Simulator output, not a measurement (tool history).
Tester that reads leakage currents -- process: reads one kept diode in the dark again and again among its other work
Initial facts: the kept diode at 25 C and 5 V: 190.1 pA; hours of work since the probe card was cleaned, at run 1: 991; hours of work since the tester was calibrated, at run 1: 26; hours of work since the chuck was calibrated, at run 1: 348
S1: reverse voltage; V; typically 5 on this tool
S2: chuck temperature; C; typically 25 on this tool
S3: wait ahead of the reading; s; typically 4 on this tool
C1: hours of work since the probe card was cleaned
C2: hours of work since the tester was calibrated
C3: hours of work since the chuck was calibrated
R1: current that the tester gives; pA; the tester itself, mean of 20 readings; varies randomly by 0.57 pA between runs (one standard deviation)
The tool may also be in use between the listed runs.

{"run": 1, "hour": 0.0, "S1": 5, "S2": 25, "S3": 4, "C1": 991, "C2": 26, "C3": 348, "R1": 210.36}
{"run": 2, "hour": 32.0, "S1": 5, "S2": 25, "S3": 4, "C1": 1013, "C2": 48, "C3": 369, "R1": 211.59}
{"run": 3, "hour": 55.2, "S1": 5, "S2": 25, "S3": 0.55, "C1": 1028, "C2": 64, "C3": 385, "R1": 215.71}
{"hour": 62.9, "done": "probe card cleaned and baked"}
{"run": 4, "hour": 78.0, "S1": 5, "S2": 25, "S3": 1.76, "C1": 10, "C2": 77, "C3": 399, "R1": 198.96}
{"run": 5, "hour": 100.8, "S1": 5, "S2": 25, "S3": 4, "C1": 26, "C2": 93, "C3": 414, "R1": 197.26}
{"run": 6, "hour": 131.8, "S1": 5, "S2": 25, "S3": 4, "C1": 47, "C2": 114, "C3": 435, "R1": 199.04}
{"run": 7, "hour": 150.6, "S1": 2.39, "S2": 25, "S3": 4, "C1": 60, "C2": 127, "C3": 448, "R1": 155.04}
{"run": 8, "hour": 164.4, "S1": 2.39, "S2": 25, "S3": 4, "C1": 69, "C2": 136, "C3": 457, "R1": 154.52}
{"run": 9, "hour": 195.6, "S1": 2.39, "S2": 25, "S3": 4, "C1": 90, "C2": 157, "C3": 479, "R1": 155.23}
{"run": 10, "hour": 210.2, "S1": 2.39, "S2": 25, "S3": 4, "C1": 100, "C2": 167, "C3": 489, "R1": 154.95}
{"run": 11, "hour": 237.5, "S1": 5, "S2": 26, "S3": 4, "C1": 119, "C2": 186, "C3": 507, "R1": 218.11}
{"run": 12, "hour": 269.5, "S1": 5, "S2": 25, "S3": 4, "C1": 140, "C2": 207, "C3": 529, "R1": 202.55}
{"run": 13, "hour": 283.0, "S1": 5, "S2": 25, "S3": 4, "C1": 150, "C2": 217, "C3": 538, "R1": 202.92}
{"run": 14, "hour": 296.1, "S1": 5, "S2": 25, "S3": 0.75, "C1": 159, "C2": 225, "C3": 547, "R1": 203.95}
{"run": 15, "hour": 317.7, "S1": 5, "S2": 25, "S3": 0.75, "C1": 173, "C2": 240, "C3": 562, "R1": 206.56}
{"run": 16, "hour": 342.6, "S1": 5, "S2": 25, "S3": 0.75, "C1": 190, "C2": 257, "C3": 579, "R1": 204.93}
{"run": 17, "hour": 356.8, "S1": 5, "S2": 25, "S3": 0.75, "C1": 200, "C2": 267, "C3": 588, "R1": 205.44}
{"run": 18, "hour": 387.6, "S1": 5, "S2": 23, "S3": 4, "C1": 221, "C2": 288, "C3": 609, "R1": 173.47}
{"run": 19, "hour": 412.4, "S1": 1.46, "S2": 25, "S3": 4, "C1": 238, "C2": 305, "C3": 626, "R1": 133.37}
{"run": 20, "hour": 430.5, "S1": 1.46, "S2": 25, "S3": 4, "C1": 250, "C2": 317, "C3": 638, "R1": 132.92}
{"run": 21, "hour": 448.1, "S1": 1.46, "S2": 25, "S3": 4, "C1": 262, "C2": 329, "C3": 650, "R1": 133.5}
{"run": 22, "hour": 470.2, "S1": 3.24, "S2": 27, "S3": 4, "C1": 277, "C2": 344, "C3": 665, "R1": 208.36}
{"run": 23, "hour": 483.5, "S1": 2.65, "S2": 54, "S3": 5.44, "C1": 286, "C2": 353, "C3": 674, "R1": 1565.95}
{"run": 24, "hour": 498.1, "S1": 2.65, "S2": 54, "S3": 5.44, "C1": 296, "C2": 363, "C3": 684, "R1": 1575.94}
{"run": 25, "hour": 530.3, "S1": 1.3, "S2": 23, "S3": 1.23, "C1": 318, "C2": 385, "C3": 706, "R1": 109.53}
{"run": 26, "hour": 557.6, "S1": 1.3, "S2": 23, "S3": 1.23, "C1": 336, "C2": 403, "C3": 725, "R1": 110.05}
{"run": 27, "hour": 579.9, "S1": 5, "S2": 46, "S3": 1.53, "C1": 351, "C2": 418, "C3": 740, "R1": 1098.49}
{"run": 28, "hour": 598.6, "S1": 1.51, "S2": 45, "S3": 0.45, "C1": 364, "C2": 431, "C3": 753, "R1": 680.02}
{"run": 29, "hour": 625.6, "S1": 18.77, "S2": 25, "S3": 5.88, "C1": 382, "C2": 449, "C3": 771, "R1": 342.83}
{"run": 30, "hour": 646.3, "S1": 1.87, "S2": 50, "S3": 2.25, "C1": 397, "C2": 464, "C3": 785, "R1": 1060.46}
{"run": 31, "hour": 670.0, "S1": 1.87, "S2": 50, "S3": 2.25, "C1": 413, "C2": 480, "C3": 801, "R1": 1060.02}
{"run": 32, "hour": 690.4, "S1": 5, "S2": 27, "S3": 1.41, "C1": 427, "C2": 493, "C3": 815, "R1": 250.48}
{"run": 33, "hour": 707.1, "S1": 9.92, "S2": 29, "S3": 4, "C1": 438, "C2": 505, "C3": 826, "R1": 375.87}
{"run": 34, "hour": 733.6, "S1": 9.16, "S2": 25, "S3": 9.64, "C1": 456, "C2": 523, "C3": 844, "R1": 263.69}
{"run": 35, "hour": 754.2, "S1": 9.16, "S2": 25, "S3": 9.64, "C1": 470, "C2": 537, "C3": 858, "R1": 265.38}
{"run": 36, "hour": 777.8, "S1": 9.16, "S2": 25, "S3": 9.64, "C1": 486, "C2": 553, "C3": 874, "R1": 265.51}
{"run": 37, "hour": 791.2, "S1": 6.68, "S2": 25, "S3": 1.07, "C1": 495, "C2": 562, "C3": 884, "R1": 238.69}
{"hour": 817.6, "done": "chuck's temperature calibrated"}
{"run": 38, "hour": 821.3, "S1": 6.68, "S2": 25, "S3": 1.07, "C1": 514, "C2": 581, "C3": 3, "R1": 220.96}
{"run": 39, "hour": 837.9, "S1": 6.68, "S2": 25, "S3": 1.07, "C1": 525, "C2": 592, "C3": 14, "R1": 221.45}

A few steps of R1 between consecutive runs. Split each: what settings, incoming material and random variation would produce without the hidden state, and what is left over for the hidden state, along with gauge scatter present in only one of the two compared results (measured, and without hidden state):
The hidden state here: stray current of the dirty probe card, pA a volt; current scale over the true one, %; true chuck temperature over the reading, C; drift of the gauge itself on leakage_pa, %.
Run 22 -> 23: S1 3.24 -> 2.65, S2 27 -> 54, S3 4 -> 5.44. R1 +1357.59 pA: hidden state +63.87, all else +1293.72.
Run 24 -> 25: S1 2.65 -> 1.3, S2 54 -> 23, S3 5.44 -> 1.23. R1 -1466.41 pA: hidden state -72.03, all else -1394.38.
Run 26 -> 27: S1 1.3 -> 5, S2 23 -> 46, S3 1.23 -> 1.53. R1 +988.44 pA: hidden state +57.97, all else +930.47.

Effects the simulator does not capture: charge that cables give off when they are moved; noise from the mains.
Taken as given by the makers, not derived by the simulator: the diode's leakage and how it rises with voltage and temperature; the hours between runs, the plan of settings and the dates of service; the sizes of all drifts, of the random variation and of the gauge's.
